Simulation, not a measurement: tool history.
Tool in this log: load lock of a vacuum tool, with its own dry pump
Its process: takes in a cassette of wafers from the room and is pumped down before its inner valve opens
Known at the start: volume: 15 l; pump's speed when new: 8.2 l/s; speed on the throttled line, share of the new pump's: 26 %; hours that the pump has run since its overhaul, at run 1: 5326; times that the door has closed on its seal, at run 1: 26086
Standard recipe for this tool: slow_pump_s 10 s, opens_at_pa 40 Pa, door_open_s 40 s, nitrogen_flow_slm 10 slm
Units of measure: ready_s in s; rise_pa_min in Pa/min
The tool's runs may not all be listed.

run,hour,slow_pump_s,opens_at_pa,door_open_s,nitrogen_flow_slm,hours that the pump has run since its overhaul,times that the door has closed on its seal,"incoming humidity of the room's air, %",ready_s,rise_pa_min
1,0,10,40,40,10,5326,26086,40.8,23.3,0.251
# hour 54.2: door's seal changed, seat wiped
2,531.6,10,40,40,10,5856,2338,41.7,23.1,0.081
3,808.1,10,40,25,10,6133,3693,46.6,23,0.072
4,1259.5,10,40,40,7,6584,5904,45.1,23.2,0.107
5,1687.7,10,40,40,7,7012,8001,47.1,23.5,0.115
6,1982.2,10,73,40,10,7307,9443,44.7,22.1,0.117
7,2429.8,13,40,40,10,7754,11636,44.8,25.2,0.12
8,2949.9,13,40,40,10,8274,14183,45,25,0.146
9,3426.6,13,40,40,10,8751,16518,42.3,25.5,0.163
10,3893.2,11,40,40,4,9218,18803,44.7,23.8,0.19
11,4396.3,10,40,40,32,9721,21267,43.8,24.1,0.181
12,4691.3,9,38,64,14,10016,22712,41.2,23.4,0.232
13,5198.5,9,38,37,14,10523,25196,47.9,22.8,0.237
# hour 5399.7: door's seal changed, seat wiped
14,5565.4,19,46,37,14,10888,812,44.4,29.7,0.067
15,5828.6,19,46,37,14,11151,2101,42.4,29.6,0.066
16,6301.8,6,40,40,26,11625,4419,45.4,20.8,0.069
17,6605.6,6,40,40,26,11929,5907,47,21.3,0.078
18,6963.8,10,39,75,10,12287,7661,43.9,24.2,0.12

Consider 4 possible next runs. They are alternatives, not a sequence: every one starts from the tool as it was left by run 18. What does each give?
A,7460.3,8,40,40,10,12783,10093,41.6,?,?
B,7460.3,15,78,84,10,12783,10093,45.4,?,?
C,7460.3,10,75,75,5,12783,10093,43.4,?,?
D,7460.3,10,41,36,10,12783,10093,44.1,?,?

run,ready_s,rise_pa_min
A,21.7,0.105
B,26.4,0.145
C,23.2,0.145
D,24.3,0.1
With the hidden condition removed and each run's random variation left untouched, the same runs would have given:
run,ready_s,rise_pa_min
A,19.3,0.067
B,24.6,0.106
C,21.1,0.106
D,22,0.061
